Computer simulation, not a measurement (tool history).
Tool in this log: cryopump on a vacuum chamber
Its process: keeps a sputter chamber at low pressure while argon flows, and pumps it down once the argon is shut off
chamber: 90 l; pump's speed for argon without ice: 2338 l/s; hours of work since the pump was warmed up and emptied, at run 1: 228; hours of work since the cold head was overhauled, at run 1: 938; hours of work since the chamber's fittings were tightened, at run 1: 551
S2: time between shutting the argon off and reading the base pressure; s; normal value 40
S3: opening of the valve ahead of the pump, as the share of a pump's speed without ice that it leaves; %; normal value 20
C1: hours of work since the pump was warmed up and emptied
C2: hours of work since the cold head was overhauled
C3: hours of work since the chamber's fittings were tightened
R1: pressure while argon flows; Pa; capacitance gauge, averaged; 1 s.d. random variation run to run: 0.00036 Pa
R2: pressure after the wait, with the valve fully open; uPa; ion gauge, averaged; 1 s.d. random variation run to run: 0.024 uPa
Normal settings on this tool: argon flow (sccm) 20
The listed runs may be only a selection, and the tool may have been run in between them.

Run 1, day 0: usual settings; C1 228; C2 938; C3 551. Result: R1 0.0741 Pa, R2 1.15 uPa.
Run 2, day 1.092: usual settings; C1 246; C2 956; C3 569. Result: R1 0.0739 Pa, R2 1.16 uPa.
Run 3, day 3.05: usual settings but argon flow (sccm) 12; C1 278; C2 988; C3 600. Result: R1 0.0445 Pa, R2 1.17 uPa.
Run 4, day 4.75: usual settings but argon flow (sccm) 12; C1 306; C2 1015; C3 628. Result: R1 0.0448 Pa, R2 1.2 uPa.
Run 5, day 6.446: usual settings; C1 333; C2 1043; C3 656. Result: R1 0.0746 Pa, R2 1.16 uPa.
Run 6, day 7.446: usual settings; C1 350; C2 1059; C3 672. Result: R1 0.0747 Pa, R2 1.26 uPa.
Run 7, day 8.5: usual settings; C1 367; C2 1076; C3 689. Result: R1 0.0754 Pa, R2 1.3 uPa.
Run 8, day 9.704: usual settings; C1 386; C2 1096; C3 709. Result: R1 0.0751 Pa, R2 1.3 uPa.
Run 9, day 11.596: usual settings but S3 43 %; C1 417; C2 1127; C3 740. Result: R1 0.0366 Pa, R2 1.26 uPa.
Run 10, day 12.758: usual settings but S3 43 %; C1 436; C2 1146; C3 758. Result: R1 0.0367 Pa, R2 1.34 uPa.
Run 11, day 14.688: usual settings but argon flow (sccm) 11, S2 22 s, S3 43 %; C1 467; C2 1177; C3 790. Result: R1 0.0202 Pa, R2 1.94 uPa.
Run 12, day 15.496: usual settings but argon flow (sccm) 11, S2 22 s, S3 43 %; C1 481; C2 1190; C3 803. Result: R1 0.021 Pa, R2 1.84 uPa.
Run 13, day 17.488: usual settings but argon flow (sccm) 17, S2 112 s, S3 16 %; C1 513; C2 1223; C3 835. Result: R1 0.0801 Pa, R2 0.89 uPa.
Run 14, day 18.762: usual settings but argon flow (sccm) 22, S2 22 s; C1 534; C2 1243; C3 856. Result: R1 0.0835 Pa, R2 2.01 uPa.
Run 15, day 20.508: usual settings but argon flow (sccm) 16, S2 130 s, S3 24 %; C1 562; C2 1272; C3 885. Result: R1 0.0519 Pa, R2 0.93 uPa.
Run 16, day 21.321: usual settings but argon flow (sccm) 22, S3 24 %; C1 575; C2 1285; C3 898. Result: R1 0.0714 Pa, R2 1.46 uPa.
Run 17, day 22.246: usual settings but argon flow (sccm) 14, S3 24 %; C1 590; C2 1300; C3 913. Result: R1 0.0461 Pa, R2 1.46 uPa.
Run 18, day 23.579: usual settings but argon flow (sccm) 11, S3 29 %; C1 612; C2 1322; C3 934. Result: R1 0.0304 Pa, R2 1.45 uPa.
Run 19, day 24.412: usual settings but argon flow (sccm) 11, S3 29 %; C1 626; C2 1335; C3 948. Result: R1 0.0307 Pa, R2 1.48 uPa.

Alternative continuations, all from the tool just after run 19; predict every row:
Run A, day 25.388: usual settings but argon flow (sccm) 12, S3 26 %; C1 642; C2 1351; C3 964. Result: R1 ?, R2 ?.
Run B, day 25.388: usual settings but S2 77 s, S3 15 %; C1 642; C2 1351; C3 964. Result: R1 ?, R2 ?.
Run C, day 25.388: usual settings but argon flow (sccm) 10; C1 642; C2 1351; C3 964. Result: R1 ?, R2 ?.

run      R1    R2
  A  0.0367  1.48
  B  0.1024  1.17
  C  0.0385  1.51
Without the tool's unlogged condition, the same runs would have read:
run      R1    R2
  A  0.0337   0.8
  B  0.0972  0.49
  C  0.0359  0.82
